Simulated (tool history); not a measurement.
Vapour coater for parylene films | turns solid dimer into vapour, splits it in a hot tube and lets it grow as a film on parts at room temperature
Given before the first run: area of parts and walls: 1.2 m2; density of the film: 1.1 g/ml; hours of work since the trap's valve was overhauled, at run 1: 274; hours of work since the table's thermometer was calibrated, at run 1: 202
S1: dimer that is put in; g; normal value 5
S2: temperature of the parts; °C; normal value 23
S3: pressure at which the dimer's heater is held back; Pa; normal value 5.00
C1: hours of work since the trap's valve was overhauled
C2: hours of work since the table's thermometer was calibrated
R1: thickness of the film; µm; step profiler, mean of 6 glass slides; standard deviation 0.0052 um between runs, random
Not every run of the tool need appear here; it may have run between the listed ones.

{"run": 1, "hour": 0.0, "S1": 5, "S2": 23, "S3": 5.0, "C1": 274, "C2": 202, "R1": 1.656}
{"run": 2, "hour": 44.4, "S1": 5, "S2": 23, "S3": 5.0, "C1": 308, "C2": 237, "R1": 1.656}
{"hour": 77.0, "done": "trap's valve overhauled"}
{"run": 3, "hour": 89.4, "S1": 5, "S2": 23, "S3": 5.0, "C1": 10, "C2": 268, "R1": 1.733}
{"run": 4, "hour": 141.6, "S1": 5, "S2": 23, "S3": 5.0, "C1": 50, "C2": 308, "R1": 1.709}
{"run": 5, "hour": 171.6, "S1": 5, "S2": 23, "S3": 5.0, "C1": 73, "C2": 331, "R1": 1.705}
{"run": 6, "hour": 213.7, "S1": 5, "S2": 20, "S3": 5.0, "C1": 105, "C2": 364, "R1": 1.804}
{"hour": 219.9, "done": "table's thermometer calibrated"}
{"run": 7, "hour": 247.6, "S1": 5, "S2": 20, "S3": 5.0, "C1": 131, "C2": 21, "R1": 1.791}
{"run": 8, "hour": 278.6, "S1": 5, "S2": 24, "S3": 5.0, "C1": 154, "C2": 45, "R1": 1.65}
{"run": 9, "hour": 324.6, "S1": 8, "S2": 17, "S3": 5.0, "C1": 190, "C2": 81, "R1": 3.024}
{"hour": 361.5, "done": "table's thermometer calibrated, once more"}
{"run": 10, "hour": 361.5, "S1": 8, "S2": 17, "S3": 5.0, "C1": 217, "C2": 0, "R1": 3.02}
{"run": 11, "hour": 407.2, "S1": 8, "S2": 17, "S3": 5.0, "C1": 253, "C2": 35, "R1": 2.982}
{"run": 12, "hour": 443.8, "S1": 7, "S2": 17, "S3": 7.69, "C1": 281, "C2": 63, "R1": 2.517}
{"run": 13, "hour": 489.6, "S1": 5, "S2": 23, "S3": 3.77, "C1": 316, "C2": 99, "R1": 1.678}
{"hour": 512.2, "done": "trap's valve overhauled"}
{"run": 14, "hour": 521.5, "S1": 5, "S2": 17, "S3": 2.02, "C1": 7, "C2": 120, "R1": 2.088}
{"run": 15, "hour": 546.4, "S1": 7, "S2": 25, "S3": 3.87, "C1": 26, "C2": 139, "R1": 2.363}

Below are 3 alternative next runs, each starting from the tool's condition after run 15. Predict each:
{"run": "A", "hour": 586.6, "S1": 5, "S2": 27, "S3": 5.02, "C1": 57, "C2": 170, "R1": "?"}
{"run": "B", "hour": 586.6, "S1": 8, "S2": 23, "S3": 2.03, "C1": 57, "C2": 170, "R1": "?"}
{"run": "C", "hour": 586.6, "S1": 4, "S2": 23, "S3": 5.0, "C1": 57, "C2": 170, "R1": "?"}

run=A R1=1.589
run=B R1=2.944
run=C R1=1.366
The same runs, with their run-to-run variation unchanged, on a tool lacking any hidden condition would have given:
run=A R1=1.609
run=B R1=2.981
run=C R1=1.384

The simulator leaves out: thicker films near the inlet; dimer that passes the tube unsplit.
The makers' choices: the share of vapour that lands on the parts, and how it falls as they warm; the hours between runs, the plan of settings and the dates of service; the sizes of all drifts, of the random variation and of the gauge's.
